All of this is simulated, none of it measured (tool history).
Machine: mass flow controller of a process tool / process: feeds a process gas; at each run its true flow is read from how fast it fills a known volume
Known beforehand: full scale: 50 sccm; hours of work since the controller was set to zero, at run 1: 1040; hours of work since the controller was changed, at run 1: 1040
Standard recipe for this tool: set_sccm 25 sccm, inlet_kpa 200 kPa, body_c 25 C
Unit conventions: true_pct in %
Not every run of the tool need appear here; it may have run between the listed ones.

run,hour,set_sccm,inlet_kpa,body_c,hours of work since the controller was set to zero,hours of work since the controller was changed,true_pct
1,0,25,200,25,1040,1040,98.45
2,383.8,25,200,25,1296,1296,98.28
3,673.9,25,203,25,1489,1489,98.26
4,1049.8,25,203,25,1739,1739,98.17
5,1445.9,25,203,25,2003,2003,98.05
6,1686.2,25,200,25,2163,2163,98.08
7,2050,25,200,25,2405,2405,97.92
8,2409.8,25,178,25,2645,2645,97.79
9,2671.3,25,178,25,2819,2819,97.76
10,2882.2,25,178,25,2959,2959,97.72
11,3123,25,144,25,3119,3119,97.63
12,3473.4,25,144,25,3353,3353,97.54
13,3873.9,25,144,25,3619,3619,97.39
14,4092.2,25,144,25,3764,3764,97.39
15,4345.1,25,177,25,3933,3933,97.37
16,4667.8,17,177,25,4148,4148,96.84
17,4966.2,17,177,25,4346,4346,96.67
18,5337.7,17,177,25,4594,4594,96.61
# hour 5546.4: gauge calibrated
19,5663.8,25,200,28,4811,4811,98.48
20,5929.2,25,146,25,4987,4987,98.2
21,6242.9,25,237,25,5196,5196,98.35
22,6568.8,25,237,25,5413,5413,98.3
23,6737.6,25,200,25,5526,5526,98.12
24,7069,25,200,25,5746,5746,98.01
25,7319.8,33,162,28,5913,5913,98.55
26,7548.2,29,199,28,6065,6065,98.41
27,7880,29,236,29,6286,6286,98.33
28,8261.5,25,186,25,6540,6540,97.75
29,8626.7,25,200,35,6783,6783,98.19
30,8895.7,25,200,35,6962,6962,98.15
# hour 9014.5: controller's zero set anew
31,9289.2,25,200,35,183,7224,98.05
32,9603.7,7,182,35,392,7433,96.82
33,9766.9,25,176,39,501,7542,98.08
# hour 10130.7: gauge calibrated
34,10161.5,5,218,30,764,7805,97.42
35,10348.9,5,218,30,888,7929,97.37
36,10612.7,34,200,25,1064,8105,98.92
37,10916.7,46,272,20,1266,8307,99.57
38,11242.7,46,272,20,1483,8524,99.38
39,11455,28,200,25,1625,8666,98.3
40,11821.5,8,200,25,1869,8910,96.92
41,12141.8,25,149,25,2082,9123,97.87
42,12365.8,25,149,25,2231,9272,97.83
43,12645.1,6,268,35,2417,9458,97.17
44,12929.4,10,247,21,2606,9647,96.74
45,13294.5,10,247,21,2849,9890,96.69
46,13601.8,25,197,32,3054,10095,97.94
47,13800.7,25,163,30,3186,10227,97.74
48,13963.7,25,163,30,3295,10336,97.66

Branching from run 48: 3 alternative next runs. What would each branch give?
A,14158.8,25,259,32,3425,10466,?
B,14158.8,25,200,27,3425,10466,?
C,14158.8,20,180,36,3425,10466,?

run,true_pct
A,97.98
B,97.64
C,97.67
The same runs, with their run-to-run variation unchanged, on a tool lacking any hidden condition would have given:
run,true_pct
A,98.86
B,98.52
C,98.55
